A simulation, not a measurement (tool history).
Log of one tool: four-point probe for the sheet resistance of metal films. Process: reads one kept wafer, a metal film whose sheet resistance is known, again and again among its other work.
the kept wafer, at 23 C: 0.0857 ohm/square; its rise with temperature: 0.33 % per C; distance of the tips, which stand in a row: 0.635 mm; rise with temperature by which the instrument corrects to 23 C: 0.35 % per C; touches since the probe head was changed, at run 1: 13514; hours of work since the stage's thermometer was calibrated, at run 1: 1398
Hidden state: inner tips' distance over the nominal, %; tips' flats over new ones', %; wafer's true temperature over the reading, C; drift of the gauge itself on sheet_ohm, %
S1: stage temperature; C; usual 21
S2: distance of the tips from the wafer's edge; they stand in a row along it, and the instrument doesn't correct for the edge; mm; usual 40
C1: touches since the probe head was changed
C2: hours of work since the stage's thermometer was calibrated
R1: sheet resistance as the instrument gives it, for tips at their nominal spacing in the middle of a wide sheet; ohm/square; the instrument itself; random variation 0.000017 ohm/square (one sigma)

run,day,S1,S2,C1,C2,R1
1,0.000,21,40,13514,1398,0.085427
2,1.242,21,40,14253,1420,0.085422
3,2.300,21,40,14886,1439,0.085380
4,3.604,21,40,15663,1462,0.085417
5,4.908,21,40,16442,1485,0.085402
6,6.350,21,40,17301,1511,0.085412
7,7.258,21,40,17843,1527,0.085407
8,8.688,21,40,18695,1552,0.085364
9,10.133,21,40,19556,1577,0.085391
10,11.054,21,40,20107,1594,0.085381
11,11.896,21,6,20608,1608,0.085873
12,12.671,21,6,21069,1622,0.085863
13,14.071,21,6,21905,1647,0.085876
14,15.325,21,6,22652,1669,0.085879

3 ways to go on from here, each from the tool as it stands after run 14. What would each give?
A,16.362,19,9,23271,1687,?
B,16.362,28,31,23271,1687,?
C,16.362,25,11,23271,1687,?

run,R1
A,0.085603
B,0.085219
C,0.085446
Without the tool's hidden state the same runs would have given:
run,R1
A,0.085991
B,0.085608
C,0.085835
